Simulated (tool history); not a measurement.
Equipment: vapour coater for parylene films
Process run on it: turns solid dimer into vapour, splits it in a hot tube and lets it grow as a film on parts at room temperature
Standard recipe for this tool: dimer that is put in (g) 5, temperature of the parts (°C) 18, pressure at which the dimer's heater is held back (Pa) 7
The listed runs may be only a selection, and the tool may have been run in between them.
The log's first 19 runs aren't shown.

run,hour,dimer that is put in (g),temperature of the parts (°C),pressure at which the dimer's heater is held back (Pa),thickness of the film (µm)
20,280.6,5,18,7,2.5
21,292.1,5,18,7,2.48
22,310.5,5,18,7,2.46
# hour 319.3: trap's valve overhauled
23,324.3,5,18,7,2.82
24,336.5,5,22,9.41,2.25
25,351.4,4,12,3.24,2.95
26,366.2,5,12,4.26,3.68
27,382.3,4,27,6.16,1.62
28,391.7,5,18,7,2.78
29,404.9,4,23,7,1.83
30,413.7,7,29,7.58,2.47
31,426.7,3,18,4.23,1.89
32,444.2,3,18,4.23,1.86
33,452.4,3,18,4.23,1.86
34,467.6,5,18,6.92,2.78
35,484.3,3,19,2.59,1.96
36,493.4,3,19,2.59,1.98
37,506.1,3,16,3.82,2.08
38,521.3,3,16,3.82,2.03
39,534.7,3,16,3.82,2.02
40,552.4,9,18,3.76,5.68
41,565.7,9,18,3.76,5.6

The next listed run, before its measurement:
42,582.8,7,18,7,?

For run 42 the tool returned thickness of the film (µm) 3.83.
If the tool had no hidden condition, the same run with the same run-to-run variation would have returned thickness of the film (µm) 3.92.

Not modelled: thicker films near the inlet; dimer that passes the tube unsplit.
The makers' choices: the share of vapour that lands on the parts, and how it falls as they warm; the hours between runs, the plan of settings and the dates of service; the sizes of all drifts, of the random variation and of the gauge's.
